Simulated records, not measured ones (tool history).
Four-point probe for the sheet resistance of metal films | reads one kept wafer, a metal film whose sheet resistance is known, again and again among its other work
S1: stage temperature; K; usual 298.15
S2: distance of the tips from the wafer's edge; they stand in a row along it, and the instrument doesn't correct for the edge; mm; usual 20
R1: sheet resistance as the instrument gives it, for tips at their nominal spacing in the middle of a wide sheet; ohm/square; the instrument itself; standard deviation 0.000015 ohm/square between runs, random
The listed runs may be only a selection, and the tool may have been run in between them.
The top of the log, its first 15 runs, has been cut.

run,hour,S1,S2,R1
16,508.8,298.15,20,0.075182
17,541,298.15,20,0.0752
18,579.5,298.15,20,0.075208
19,601.1,298.15,20,0.075213
20,623.4,298.15,66,0.075172
21,660.4,294.15,66,0.07495
22,703.4,306.15,20,0.075689
23,727.7,292.15,5,0.075258
24,764.8,292.15,29,0.074871
# hour 768.8: stage's thermometer calibrated
25,807.6,292.15,29,0.074905
26,827.6,302.15,24,0.07553
# hour 846.6: stage's thermometer calibrated, once more
27,860.2,293.15,47,0.074822
28,883.9,293.15,47,0.074809
29,912.5,293.15,47,0.074833
30,940.4,297.15,11,0.075152
31,967,305.15,3,0.076661
32,992.9,305.15,3,0.076656
33,1014.4,308.15,4,0.076355
34,1036.1,308.15,4,0.076393
35,1055,308.15,4,0.076409
36,1078.8,308.15,4,0.076359
37,1109.9,291.15,62,0.074714
38,1131.2,291.15,62,0.074761
39,1151.9,298.15,13,0.075239

Here are 5 independent what-if runs from the current tool condition. What would each one return?
A,1171.6,301.15,10,?
B,1171.6,298.15,39,?
C,1171.6,300.15,71,?
D,1171.6,292.15,15,?
E,1171.6,304.15,13,?

run,R1
A,0.075447
B,0.075171
C,0.075301
D,0.074869
E,0.075584
The same runs, with their run-to-run variation unchanged, on a tool lacking any hidden condition would have given:
run,R1
A,0.074785
B,0.074511
C,0.074641
D,0.074212
E,0.074921

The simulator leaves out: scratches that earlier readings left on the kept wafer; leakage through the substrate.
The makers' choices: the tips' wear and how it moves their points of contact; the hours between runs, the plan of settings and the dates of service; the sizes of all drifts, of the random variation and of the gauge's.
